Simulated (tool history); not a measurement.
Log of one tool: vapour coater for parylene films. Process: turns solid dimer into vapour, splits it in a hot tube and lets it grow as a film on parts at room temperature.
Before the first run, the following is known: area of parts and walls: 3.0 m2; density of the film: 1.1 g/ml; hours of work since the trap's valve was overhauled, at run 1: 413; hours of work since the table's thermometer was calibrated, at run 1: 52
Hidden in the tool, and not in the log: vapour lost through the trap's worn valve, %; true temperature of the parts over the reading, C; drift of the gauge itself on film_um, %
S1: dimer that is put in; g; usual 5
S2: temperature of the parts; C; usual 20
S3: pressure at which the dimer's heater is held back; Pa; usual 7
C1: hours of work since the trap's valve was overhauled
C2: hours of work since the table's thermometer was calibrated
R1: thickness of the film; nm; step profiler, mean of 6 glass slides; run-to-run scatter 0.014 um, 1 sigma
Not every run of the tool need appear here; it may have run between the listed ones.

Run 1, hour 0: usual settings; C1 413; C2 52. Result: R1 1030 nm.
Run 2, hour 20.7: usual settings; C1 430; C2 68. Result: R1 1020 nm.
Run 3, hour 36.3: usual settings; C1 442; C2 81. Result: R1 1040 nm.
Run 4, hour 57.4: usual settings; C1 459; C2 98. Result: R1 1030 nm.
Run 5, hour 76.8: usual settings; C1 474; C2 113. Result: R1 1030 nm.
Run 6, hour 97.2: usual settings; C1 491; C2 129. Result: R1 1030 nm.
Run 7, hour 116.5: usual settings; C1 506; C2 145. Result: R1 1040 nm.
Run 8, hour 140.3: usual settings; C1 525; C2 164. Result: R1 1010 nm.
Run 9, hour 162.8: usual settings; C1 543; C2 182. Result: R1 1000 nm.
Run 10, hour 190: usual settings; C1 565; C2 203. Result: R1 1010 nm.
At hour 202.3: trap's valve overhauled.
Run 11, hour 220.7: usual settings but S3 7.02 Pa; C1 15; C2 224. Result: R1 1110 nm.
Run 12, hour 235.5: usual settings but S3 7.02 Pa; C1 26; C2 236. Result: R1 1090 nm.
Run 13, hour 264.7: usual settings but S2 25 C; C1 50; C2 259. Result: R1 990 nm.
Run 14, hour 292.6: usual settings; C1 72; C2 282. Result: R1 1100 nm.
Run 15, hour 319.9: usual settings; C1 94; C2 303. Result: R1 1090 nm.
Run 16, hour 352: usual settings; C1 119; C2 329. Result: R1 1080 nm.
Run 17, hour 366.9: usual settings; C1 131; C2 341. Result: R1 1100 nm.
Run 18, hour 384.5: usual settings; C1 145; C2 355. Result: R1 1080 nm.
Run 19, hour 404.1: usual settings but S3 2.75 Pa; C1 161; C2 371. Result: R1 1140 nm.
Run 20, hour 432.2: usual settings; C1 183; C2 393. Result: R1 1070 nm.
At hour 435.9: table's thermometer calibrated.
Run 21, hour 459.3: usual settings; C1 204; C2 19. Result: R1 1060 nm.
Run 22, hour 480.5: usual settings; C1 221; C2 36. Result: R1 1040 nm.
At hour 500.9: table's thermometer calibrated, once more.
Run 23, hour 509.9: usual settings; C1 244; C2 7. Result: R1 1050 nm.
Run 24, hour 542.6: usual settings; C1 270; C2 33. Result: R1 1060 nm.
Run 25, hour 561.6: usual settings; C1 285; C2 48. Result: R1 1050 nm.
Run 26, hour 586.2: usual settings but S3 3.05 Pa; C1 304; C2 68. Result: R1 1110 nm.
Run 27, hour 619.1: usual settings but S3 3.05 Pa; C1 330; C2 94. Result: R1 1130 nm.
Run 28, hour 645.3: usual settings but S1 2 g, S3 6.45 Pa; C1 351; C2 115. Result: R1 430 nm.
Run 29, hour 665.9: usual settings but S3 10.9 Pa; C1 368; C2 131. Result: R1 1010 nm.
Run 30, hour 690.4: usual settings but S1 2 g, S2 17 C, S3 3.16 Pa; C1 387; C2 151. Result: R1 470 nm.
Run 31, hour 723: usual settings but S1 6 g, S2 22 C, S3 5.23 Pa; C1 413; C2 177. Result: R1 1250 nm.
Run 32, hour 737.2: usual settings but S1 6 g, S2 22 C, S3 5.23 Pa; C1 425; C2 188. Result: R1 1210 nm.
Run 33, hour 756.5: usual settings but S2 23 C; C1 440; C2 204. Result: R1 970 nm.
Run 34, hour 787.1: usual settings but S1 4 g, S2 27 C, S3 3.13 Pa; C1 464; C2 228. Result: R1 780 nm.
Run 35, hour 815.1: usual settings but S1 4 g, S2 27 C, S3 3.13 Pa; C1 487; C2 250. Result: R1 770 nm.
Run 36, hour 835.8: usual settings but S1 4 g, S2 27 C, S3 3.13 Pa; C1 503; C2 267. Result: R1 760 nm.
Run 37, hour 850.1: usual settings but S1 3 g, S2 12 C, S3 9.29 Pa; C1 515; C2 278. Result: R1 730 nm.
Run 38, hour 872.4: usual settings but S2 19 C, S3 8.42 Pa; C1 532; C2 296. Result: R1 1020 nm.
Run 39, hour 900.9: usual settings but S1 2 g, S2 13 C; C1 555; C2 319. Result: R1 470 nm.
At hour 923.3: trap's valve overhauled.
Run 40, hour 936.2: usual settings but S1 3 g, S2 32 C, S3 6.32 Pa; C1 10; C2 344. Result: R1 490 nm.
Run 41, hour 951.1: usual settings but S1 8 g, S2 32 C, S3 8.15 Pa; C1 22; C2 355. Result: R1 1350 nm.
Run 42, hour 973: usual settings but S1 8 g, S2 32 C, S3 8.15 Pa; C1 40; C2 373. Result: R1 1350 nm.
Run 43, hour 988.8: usual settings but S1 2 g, S3 5.38 Pa; C1 52; C2 385. Result: R1 440 nm.
Run 44, hour 1007: usual settings but S1 6 g, S2 22 C, S3 5.71 Pa; C1 67; C2 400. Result: R1 1270 nm.
Run 45, hour 1032.2: usual settings but S1 6 g, S2 22 C, S3 5.71 Pa; C1 87; C2 420. Result: R1 1260 nm.
Run 46, hour 1060.4: usual settings but S2 16 C, S3 2.86 Pa; C1 109; C2 442. Result: R1 1270 nm.
Run 47, hour 1077.4: usual settings but S1 7 g, S2 23 C, S3 5.31 Pa; C1 123; C2 456. Result: R1 1460 nm.

Below are 3 alternative next runs, each starting from the tool's condition after run 47. Predict each:
Run A, hour 1098.8: usual settings but S1 3 g, S3 10.87 Pa; C1 140; C2 473. Result: R1 ?.
Run B, hour 1098.8: usual settings but S1 3 g, S2 17 C; C1 140; C2 473. Result: R1 ?.
Run C, hour 1098.8: usual settings but S1 7 g, S2 24 C, S3 9.01 Pa; C1 140; C2 473. Result: R1 ?.

run    R1
  A   610
  B   690
  C  1360
Without the tool's unlogged condition, the same runs would have read:
run    R1
  A   630
  B   710
  C  1410
